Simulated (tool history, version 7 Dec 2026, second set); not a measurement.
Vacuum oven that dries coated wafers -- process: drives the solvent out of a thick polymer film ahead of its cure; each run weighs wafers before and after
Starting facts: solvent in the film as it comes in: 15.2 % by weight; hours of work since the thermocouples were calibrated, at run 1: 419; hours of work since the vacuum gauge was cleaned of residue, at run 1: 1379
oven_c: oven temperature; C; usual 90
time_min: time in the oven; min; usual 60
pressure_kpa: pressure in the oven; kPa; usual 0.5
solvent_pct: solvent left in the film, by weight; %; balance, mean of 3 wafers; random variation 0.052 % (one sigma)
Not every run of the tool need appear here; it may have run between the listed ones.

run	hour	oven_c	time_min	pressure_kpa	hours of work since the thermocouples were calibrated	hours of work since the vacuum gauge was cleaned of residue	solvent_pct
1	0	90	60	0.5	419	1379	3.93
2	72.9	90	60	0.5	476	1437	3.97
3	130.6	90	60	0.5	522	1482	3.92
4	189	90	60	0.5	568	1528	3.92
5	235.2	90	60	0.5	604	1564	3.92
6	298.4	90	60	0.5	654	1614	4.02
7	341.8	90	60	0.5	688	1648	4.05
8	392.5	90	60	0.5	728	1688	3.87
9	427.1	75	60	0.5	755	1715	6.96
10	486.4	75	60	0.5	801	1762	6.82
11	536.9	80	60	0.5	841	1802	5.79
12	579.5	80	60	0.5	875	1835	5.9
# hour 585.8: oven's thermocouples calibrated
13	635.1	80	60	0.5	39	1877	5.63
14	706.8	80	60	0.5	95	1933	5.61
15	754.7	102	60	0.5	133	1971	1.87
16	797.5	90	38	1.378	166	2005	6.02
17	850.2	90	99	0.853	208	2046	2.3
# hour 903.6: oven's thermocouples calibrated, once more
18	909	90	99	0.853	4	2091	2.78
19	960.2	90	99	0.853	45	2131	2.76
20	1017.5	90	86	1.385	90	2176	3.65
21	1074.9	93	83	0.255	135	2221	2.26
22	1149.3	93	83	0.255	193	2280	2.4
23	1211	93	83	0.255	242	2328	2.26
24	1270	85	41	0.57	288	2375	6.73
25	1320.6	85	41	0.57	328	2414	6.76
26	1367.8	82	60	0.5	365	2452	5.67
27	1439.3	82	60	0.5	421	2508	5.71
28	1498.4	93	36	0.5	468	2554	5.67
29	1546.4	93	32	0.687	505	2592	6.35

Below, some changes in solvent_pct between adjacent runs. For each, the amount present without the hidden state too (settings, incoming material, random variation) and the amount remaining for the hidden state with gauge scatter not shared by both compared results:
What the log doesn't record here: true wafer temperature over the reading, C; true pressure over the reading, kPa; drift of the gauge itself on solvent_pct, %.
Run 15 -> 16: oven_c 102 -> 90, time_min 60 -> 38, pressure_kpa 0.5 -> 1.378. solvent_pct +4.15 %: hidden state -0.17, all else +4.32.
Run 16 -> 17: time_min 38 -> 99, pressure_kpa 1.378 -> 0.853. solvent_pct -3.72 %: hidden state +0.25, all else -3.97.
Run 17 -> 18: oven's thermocouples calibrated, once more. solvent_pct +0.48 %: hidden state +0.5, all else -0.02.
Run 23 -> 24: oven_c 93 -> 85, time_min 83 -> 41, pressure_kpa 0.255 -> 0.57. solvent_pct +4.47 %: hidden state -0.06, all else +4.53.
